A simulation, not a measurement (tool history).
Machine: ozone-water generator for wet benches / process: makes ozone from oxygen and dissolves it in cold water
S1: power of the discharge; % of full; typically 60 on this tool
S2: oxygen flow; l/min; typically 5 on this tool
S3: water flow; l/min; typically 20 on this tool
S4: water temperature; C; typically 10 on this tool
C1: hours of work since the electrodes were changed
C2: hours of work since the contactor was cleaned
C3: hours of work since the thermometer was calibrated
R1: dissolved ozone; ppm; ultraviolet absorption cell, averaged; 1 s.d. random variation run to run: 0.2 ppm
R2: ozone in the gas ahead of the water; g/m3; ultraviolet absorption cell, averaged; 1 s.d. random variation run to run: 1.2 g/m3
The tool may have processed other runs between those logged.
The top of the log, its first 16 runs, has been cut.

run,day,S1,S2,S3,S4,C1,C2,C3,R1,R2
17,27.379,60,5,20,10,1638,132,339,27.8,215.1
18,29.375,87,4.59,13,11,1686,179,387,53.4,314.6
19,31.417,87,4.59,13,11,1735,228,435,52.9,316.6
20,32.854,58,4.59,19,17,1769,262,470,25.6,215.5
21,34.217,58,4.59,19,17,1801,295,502,25.6,215.7
22,36.338,55,4.59,30,17,1852,345,553,16.2,207.5
23,37.55,61,7.72,20,14,1881,374,581,28.9,185.5
# day 38.338: gauge calibrated
24,38.538,60,5,20,8,1904,398,605,28.9,209.2
25,39.942,60,5,20,8,1938,431,638,28.9,214
26,41.396,60,5,20,8,1972,466,673,28.9,210.6
27,43.312,50,5,20,10,2018,512,719,23.5,178.8
28,44.462,83,7.3,20,10,2045,539,746,40.7,248.5
29,46.625,83,7.3,20,10,2097,591,798,40.8,247.7

For run 30, what comes out?
30,48.654,83,7.3,20,10,2145,639,846,?,?

Run 30 yielded R1 40.9 ppm, R2 246.5 g/m3.
Without the tool's hidden state the same run would have given R1 41 ppm, R2 244.6 g/m3.
